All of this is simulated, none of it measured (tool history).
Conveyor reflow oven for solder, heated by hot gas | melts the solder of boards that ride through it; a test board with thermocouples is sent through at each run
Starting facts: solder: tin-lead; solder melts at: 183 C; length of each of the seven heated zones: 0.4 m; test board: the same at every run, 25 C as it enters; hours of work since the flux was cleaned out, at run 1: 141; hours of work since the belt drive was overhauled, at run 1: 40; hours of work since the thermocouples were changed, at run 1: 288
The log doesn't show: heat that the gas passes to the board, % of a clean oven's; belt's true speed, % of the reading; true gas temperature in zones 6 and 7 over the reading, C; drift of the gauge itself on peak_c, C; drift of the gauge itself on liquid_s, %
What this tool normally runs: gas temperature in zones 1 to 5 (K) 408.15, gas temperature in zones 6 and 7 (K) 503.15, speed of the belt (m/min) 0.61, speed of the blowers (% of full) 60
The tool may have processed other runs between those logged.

run   hour  gas temperature in zones 1 to 5 (K)  gas temperature in zones 6 and 7 (K)  speed of the belt (m/min)  speed of the blowers (% of full)  hours of work since the flux was cleaned out  hours of work since the belt drive was overhauled  hours of work since the thermocouples were changed  highest temperature of the board (K)  time above the solder's melting point (s)
  1      0                               408.15                                503.15                       0.61                                60                                           141                                                 40                                                 288                                475.35                                       39.1
  2   42.1                               408.15                                503.15                       0.61                                60                                           170                                                 68                                                 317                                475.05                                       38.8
      74.9  -- flux residue cleaned out of gas plates and filters
  3   97.3                               408.15                                503.15                       0.61                                60                                            15                                                103                                                 351                                475.45                                       39.9
  4  150.6                               408.15                                503.15                       0.61                                60                                            52                                                139                                                 387                                475.35                                       39.4
  5  173.3                               408.15                                503.15                       0.61                                60                                            67                                                155                                                 403                                475.05                                       39.3
  6  223.5                               408.15                                503.15                      0.504                                60                                           102                                                189                                                 437                                482.15                                       59.9
  7  272.3                               408.15                                503.15                      0.632                                60                                           135                                                222                                                 471                                472.85                                       34.9
  8  321.5                               408.15                                503.15                      0.632                                60                                           169                                                256                                                 504                                472.85                                       34.5
     355.9  -- flux residue cleaned out of gas plates and filters
  9  356.3                               397.15                                503.15                       0.61                                60                                             0                                                276                                                 525                                472.65                                       32.8
 10  392.3                               397.15                                503.15                       0.61                                60                                            25                                                301                                                 549                                472.35                                       32.8
 11  442.3                               397.15                                503.15                       0.61                                60                                            59                                                335                                                 584                                472.05                                       32.3
 12  489.7                               408.15                                502.15                       0.69                                60                                            91                                                368                                                 616                                469.25                                       25.7
 13  535.2                               408.15                                502.15                       0.69                                60                                           123                                                399                                                 647                                468.75                                       25.3
 14  574.3                               408.15                                502.15                       0.69                                60                                           149                                                426                                                 674                                468.45                                       25.2
 15  622.6                               408.15                                500.15                       0.69                                60                                           182                                                459                                                 707                                466.95                                       22.3
     636.5  -- flux residue cleaned out of gas plates and filters
 16  666.1                               408.15                                500.15                       0.69                                60                                            20                                                485                                                 733                                468.15                                       24.4
 17  716.7                               408.15                                500.15                       0.69                                60                                            55                                                520                                                 768                                467.85                                       24.1

The next listed run, before its measurement:
 18  766.8                               419.15                                507.15                       0.61                                60                                            89                                                554                                                 802                                     ?                                          ?

{"run 18": {"highest temperature of the board (K)": 481.15, "time above the solder's melting point (s)": 51.4}}
Had the tool carried no hidden state, the very same run would have given highest temperature of the board (K) 482.35, time above the solder's melting point (s) 52.1.

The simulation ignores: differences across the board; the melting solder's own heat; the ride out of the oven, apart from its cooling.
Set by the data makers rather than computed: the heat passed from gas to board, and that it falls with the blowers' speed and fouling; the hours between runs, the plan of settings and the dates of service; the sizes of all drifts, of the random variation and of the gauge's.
